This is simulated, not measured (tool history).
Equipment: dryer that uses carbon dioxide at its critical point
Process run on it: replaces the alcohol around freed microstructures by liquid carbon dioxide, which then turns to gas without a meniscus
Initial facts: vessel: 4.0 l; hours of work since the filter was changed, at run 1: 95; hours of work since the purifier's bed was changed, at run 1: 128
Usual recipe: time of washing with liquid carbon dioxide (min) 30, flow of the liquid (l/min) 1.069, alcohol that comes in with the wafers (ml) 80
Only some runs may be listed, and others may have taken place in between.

run,hour,time of washing with liquid carbon dioxide (min),flow of the liquid (l/min),alcohol that comes in with the wafers (ml),hours of work since the filter was changed,hours of work since the purifier's bed was changed,alcohol left in the vessel before it's heated (ppm by volume)
1,0,30,1.069,80,95,128,45
2,6,37,1.069,80,99,132,36
3,15.4,37,1.069,80,106,139,25
4,24.6,37,1.069,80,113,146,38
5,30,27,1.069,80,117,150,66
6,39.5,27,1.069,80,125,158,76
7,45.7,27,1.069,80,129,162,83
8,55.7,27,0.67,80,137,170,489

For run 9, what comes out?
9,66.5,34,0.78,80,145,178,?

{"run 9": {"alcohol left in the vessel before it's heated (ppm by volume)": 115}}
The same run, on a tool lacking any hidden state, would have yielded alcohol left in the vessel before it's heated (ppm by volume) 59.
